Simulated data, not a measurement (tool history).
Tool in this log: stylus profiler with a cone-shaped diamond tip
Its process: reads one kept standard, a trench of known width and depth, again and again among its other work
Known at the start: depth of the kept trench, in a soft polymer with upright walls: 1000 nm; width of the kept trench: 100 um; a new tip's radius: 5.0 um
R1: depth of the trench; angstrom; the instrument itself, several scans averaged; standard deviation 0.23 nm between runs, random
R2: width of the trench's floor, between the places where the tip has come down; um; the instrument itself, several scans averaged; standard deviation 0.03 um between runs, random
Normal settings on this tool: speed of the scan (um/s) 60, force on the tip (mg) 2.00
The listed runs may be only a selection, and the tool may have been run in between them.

run 1 day=0.000 | speed_of_the_scan_(um/s)=60 force_on_the_tip_(mg)=2.00 | R1=10136.4 R2=92.44
run 2 day=1.575 | speed_of_the_scan_(um/s)=60 force_on_the_tip_(mg)=2.00 | R1=10131.3 R2=92.43
run 3 day=2.617 | speed_of_the_scan_(um/s)=60 force_on_the_tip_(mg)=2.00 | R1=10133.0 R2=92.46
run 4 day=4.812 | speed_of_the_scan_(um/s)=60 force_on_the_tip_(mg)=2.00 | R1=10131.2 R2=92.37
run 5 day=6.792 | speed_of_the_scan_(um/s)=60 force_on_the_tip_(mg)=2.00 | R1=10131.8 R2=92.36
run 6 day=8.000 | speed_of_the_scan_(um/s)=60 force_on_the_tip_(mg)=1.34 | R1=10109.5 R2=92.21
run 7 day=9.279 | speed_of_the_scan_(um/s)=60 force_on_the_tip_(mg)=1.34 | R1=10105.3 R2=92.28
run 8 day=10.229 | speed_of_the_scan_(um/s)=60 force_on_the_tip_(mg)=4.51 | R1=10222.7 R2=92.46
run 9 day=11.875 | speed_of_the_scan_(um/s)=82 force_on_the_tip_(mg)=2.00 | R1=10134.8 R2=92.13
run 10 day=12.825 | speed_of_the_scan_(um/s)=19 force_on_the_tip_(mg)=2.42 | R1=10152.6 R2=92.55
run 11 day=14.738 | speed_of_the_scan_(um/s)=19 force_on_the_tip_(mg)=2.42 | R1=10153.6 R2=92.54
run 12 day=16.962 | speed_of_the_scan_(um/s)=19 force_on_the_tip_(mg)=2.42 | R1=10154.6 R2=92.53
-- day=17.083 height scale calibrated on a step standard
run 13 day=18.133 | speed_of_the_scan_(um/s)=95 force_on_the_tip_(mg)=1.93 | R1=10141.2 R2=91.97
run 14 day=19.958 | speed_of_the_scan_(um/s)=16 force_on_the_tip_(mg)=1.93 | R1=10139.9 R2=92.48
run 15 day=20.954 | speed_of_the_scan_(um/s)=16 force_on_the_tip_(mg)=1.93 | R1=10139.2 R2=92.46
run 16 day=22.208 | speed_of_the_scan_(um/s)=16 force_on_the_tip_(mg)=1.93 | R1=10141.4 R2=92.48
run 17 day=23.625 | speed_of_the_scan_(um/s)=118 force_on_the_tip_(mg)=3.94 | R1=10216.0 R2=92.04

Branching from run 17: 3 alternative next runs. What would each branch give?
run A day=24.858 | speed_of_the_scan_(um/s)=16 force_on_the_tip_(mg)=1.53 | R1=? R2=?
run B day=24.858 | speed_of_the_scan_(um/s)=65 force_on_the_tip_(mg)=2.37 | R1=? R2=?
run C day=24.858 | speed_of_the_scan_(um/s)=71 force_on_the_tip_(mg)=4.54 | R1=? R2=?

run=A R1=10130.9 R2=92.48
run=B R1=10162.7 R2=92.20
run=C R1=10232.6 R2=92.23
Take away the tool's hidden state, keep each run's random variation, and the runs would have read:
run=A R1=10106.2 R2=93.92
run=B R1=10137.9 R2=93.65
run=C R1=10207.5 R2=93.68
